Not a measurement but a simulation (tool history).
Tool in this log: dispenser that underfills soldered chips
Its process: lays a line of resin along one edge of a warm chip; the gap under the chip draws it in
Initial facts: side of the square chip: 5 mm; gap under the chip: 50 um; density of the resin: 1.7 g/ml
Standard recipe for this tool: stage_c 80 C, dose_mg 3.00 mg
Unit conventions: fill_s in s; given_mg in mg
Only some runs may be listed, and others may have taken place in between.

run	hour	stage_c	dose_mg	fill_s	given_mg
1	0.0	80	3.00	42.0	2.79
2	11.8	80	2.95	34.8	2.95
3	17.5	80	2.81	47.9	2.79
4	24.4	80	2.81	32.7	2.79
5	36.7	80	2.81	28.5	2.79
6	47.7	80	2.81	25.4	2.73
7	54.1	80	2.81	36.7	2.72
8	64.3	72	3.00	41.3	2.88
9	73.7	72	3.00	32.0	2.86
10	81.1	72	3.00	48.5	2.92
11	93.5	72	3.00	44.4	2.85
12	101.5	87	3.56	16.2	3.37
13	108.0	80	2.57	34.9	2.41
14	117.0	80	2.57	26.1	2.39
15	125.4	70	3.07	61.2	2.86
16	136.7	81	2.73	33.8	2.53
17	147.9	95	3.75	14.7	3.75
18	157.0	68	3.02	79.6	3.01
19	162.6	71	3.02	41.7	2.99

Put back what was entered between runs (14 entries, withheld): which listed runs does each sit between, and how does the hidden state differ from the listed run before to the listed run after?
In the gap between runs 1 and 2: new syringe of resin (hour 3.6); dispensing valve cleaned and set on the balance (hour 10.2)
  resin's viscosity, % of fresh resin's: 179.6 -> 151.5; dose that the valve gives, % of what is set: 92.06 -> 99.91; true chip temperature over the reading, C: 1.35 -> 1.39
  measured minus no-state result, fill_s: +17.8 -> +10.3 s; given_mg: -0.23 -> +0.00 mg
In the gap between runs 3 and 4: new syringe of resin (hour 18.6)
  resin's viscosity, % of fresh resin's: 210.6 -> 138; dose that the valve gives, % of what is set: 99.55 -> 99.09; true chip temperature over the reading, C: 1.42 -> 1.45
  measured minus no-state result, fill_s: +23.7 -> +7.4 s; given_mg: -0.01 -> -0.02 mg
In the gap between runs 4 and 5: new syringe of resin (hour 32.5)
  resin's viscosity, % of fresh resin's: 138 -> 127.5; dose that the valve gives, % of what is set: 99.09 -> 98.37; true chip temperature over the reading, C: 1.45 -> 1.5
  measured minus no-state result, fill_s: +7.4 -> +4.8 s; given_mg: -0.02 -> -0.04 mg
In the gap between runs 5 and 6: new syringe of resin (hour 46.2)
  resin's viscosity, % of fresh resin's: 127.5 -> 110.6; dose that the valve gives, % of what is set: 98.37 -> 97.7; true chip temperature over the reading, C: 1.5 -> 1.55
  measured minus no-state result, fill_s: +4.8 -> +1.0 s; given_mg: -0.04 -> -0.07 mg
In the gap between runs 7 and 8: new syringe of resin (hour 59.7)
  resin's viscosity, % of fresh resin's: 159.9 -> 129.8; dose that the valve gives, % of what is set: 97.26 -> 96.69; true chip temperature over the reading, C: 1.58 -> 1.62
  measured minus no-state result, fill_s: +12.5 -> +7.4 s; given_mg: -0.08 -> -0.10 mg
In the gap between runs 8 and 9: new syringe of resin (hour 73.7)
  resin's viscosity, % of fresh resin's: 129.8 -> 100.1; dose that the valve gives, % of what is set: 96.69 -> 96.13; true chip temperature over the reading, C: 1.62 -> 1.65
  measured minus no-state result, fill_s: +7.4 -> -2.1 s; given_mg: -0.10 -> -0.12 mg
In the gap between runs 10 and 11: new syringe of resin (hour 87.6)
  resin's viscosity, % of fresh resin's: 153.2 -> 138.8; dose that the valve gives, % of what is set: 95.61 -> 94.86; true chip temperature over the reading, C: 1.69 -> 1.74
  measured minus no-state result, fill_s: +14.7 -> +10.3 s; given_mg: -0.13 -> -0.15 mg
In the gap between runs 11 and 12: new syringe of resin (hour 101.4)
  resin's viscosity, % of fresh resin's: 138.8 -> 99.2; dose that the valve gives, % of what is set: 94.86 -> 94.41; true chip temperature over the reading, C: 1.74 -> 1.78
  measured minus no-state result, fill_s: +10.3 -> -1.3 s; given_mg: -0.15 -> -0.20 mg
In the gap between runs 13 and 14: new syringe of resin (hour 115.9)
  resin's viscosity, % of fresh resin's: 144.5 -> 109.1; dose that the valve gives, % of what is set: 94 -> 93.41; true chip temperature over the reading, C: 1.81 -> 1.85
  measured minus no-state result, fill_s: +9.5 -> +1.0 s; given_mg: -0.16 -> -0.17 mg
In the gap between runs 15 and 16: new syringe of resin (hour 129.4)
  resin's viscosity, % of fresh resin's: 176.6 -> 150; dose that the valve gives, % of what is set: 92.92 -> 92.26; true chip temperature over the reading, C: 1.89 -> 1.94
  measured minus no-state result, fill_s: +24.2 -> +10.0 s; given_mg: -0.22 -> -0.21 mg
In the gap between runs 16 and 17: new syringe of resin (hour 142.9); dispensing valve cleaned and set on the balance (hour 147.9)
  resin's viscosity, % of fresh resin's: 150 -> 126.8; dose that the valve gives, % of what is set: 92.26 -> 100.23; true chip temperature over the reading, C: 1.94 -> 1.98
  measured minus no-state result, fill_s: +10.0 -> +2.2 s; given_mg: -0.21 -> +0.01 mg
In the gap between runs 18 and 19: new syringe of resin (hour 158.0)
  resin's viscosity, % of fresh resin's: 214.1 -> 130.3; dose that the valve gives, % of what is set: 99.66 -> 99.36; true chip temperature over the reading, C: 2.03 -> 2.05
  measured minus no-state result, fill_s: +38.8 -> +6.7 s; given_mg: -0.01 -> -0.02 mg
